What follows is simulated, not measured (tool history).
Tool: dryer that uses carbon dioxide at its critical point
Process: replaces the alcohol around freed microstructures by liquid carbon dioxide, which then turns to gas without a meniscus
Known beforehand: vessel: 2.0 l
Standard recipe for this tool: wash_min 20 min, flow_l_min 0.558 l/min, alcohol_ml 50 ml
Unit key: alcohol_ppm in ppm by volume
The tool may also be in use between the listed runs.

run   hour  wash_min  flow_l_min  alcohol_ml  alcohol_ppm
  1      0        20       0.558          50          747
  2   23.2        20       0.605          50          584
  3     43        20       0.558          50          807
  4   65.8        20       0.558          50          802
  5     89        20       0.558          50          808
  6  108.1        22       0.558          50          634
  7  121.5        22       0.558          50          608
  8  137.5        22       0.558          50          631
  9  151.3        22       0.558          50          650
 10  166.4        15       0.558          41         1681
 11  185.7        15       0.558          41         1729
 12    209        15        0.57          23          924
 13  219.9        15        0.57          23          916
     226.2  -- inlet filter changed
 14  238.5        15        0.57          23          591
 15  249.1        15        0.57          23          591
 16  268.4        15       0.364          77         5576
 17    279        15       0.364          77         5793
 18  291.7        15       0.364          77         5719

Alternative continuations, all from the tool just after run 18; predict every row:
  A  314.4        15       0.339          77            ?
  B  314.4        15       0.526          77            ?
  C  314.4        13       0.717          58            ?
  D  314.4        20       0.558          55            ?
  E  314.4        28       0.361          25            ?

run  alcohol_ppm
  A         6665
  B         2549
  C         1207
  D          591
  E          395
Take away the tool's hidden state, keep each run's random variation, and the runs would have read:
run  alcohol_ppm
  A         6415
  B         2395
  C         1114
  D          530
  E          351

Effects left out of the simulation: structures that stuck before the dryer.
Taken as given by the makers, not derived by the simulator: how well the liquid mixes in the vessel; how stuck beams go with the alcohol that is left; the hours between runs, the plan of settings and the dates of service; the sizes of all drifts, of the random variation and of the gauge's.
